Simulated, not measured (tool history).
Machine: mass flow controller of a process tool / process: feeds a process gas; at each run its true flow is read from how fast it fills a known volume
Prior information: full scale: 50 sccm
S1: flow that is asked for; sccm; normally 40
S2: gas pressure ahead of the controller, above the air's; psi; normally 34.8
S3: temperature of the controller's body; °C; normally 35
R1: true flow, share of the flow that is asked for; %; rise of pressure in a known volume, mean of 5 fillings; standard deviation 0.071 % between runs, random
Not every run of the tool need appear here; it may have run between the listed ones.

run	day	S1	S2	S3	R1
1	0.000	40	34.8	35	99.55
2	4.183	40	34.8	35	99.47
3	9.875	40	34.8	35	99.60
4	15.604	12	34.8	35	99.13
5	25.046	40	40.3	35	99.68
6	29.967	40	34.8	35	99.43
7	38.988	40	20.3	35	99.02
8	44.579	40	20.3	35	99.05
9	50.425	44	31.3	39	99.23
10	55.400	20	26.4	39	98.84
11	62.288	40	26.1	35	99.23
12	69.133	17	34.8	23	99.77

What if the next run were any one of these 3? Each begins from the tool's condition after run 12:
A	77.346	36	31.6	28	?
B	77.346	46	34.8	35	?
C	77.346	6	21.5	32	?

run	R1
A	99.87
B	99.64
C	98.69
Take away the tool's hidden state, keep each run's random variation, and the runs would have read:
run	R1
A	99.87
B	99.64
C	98.71
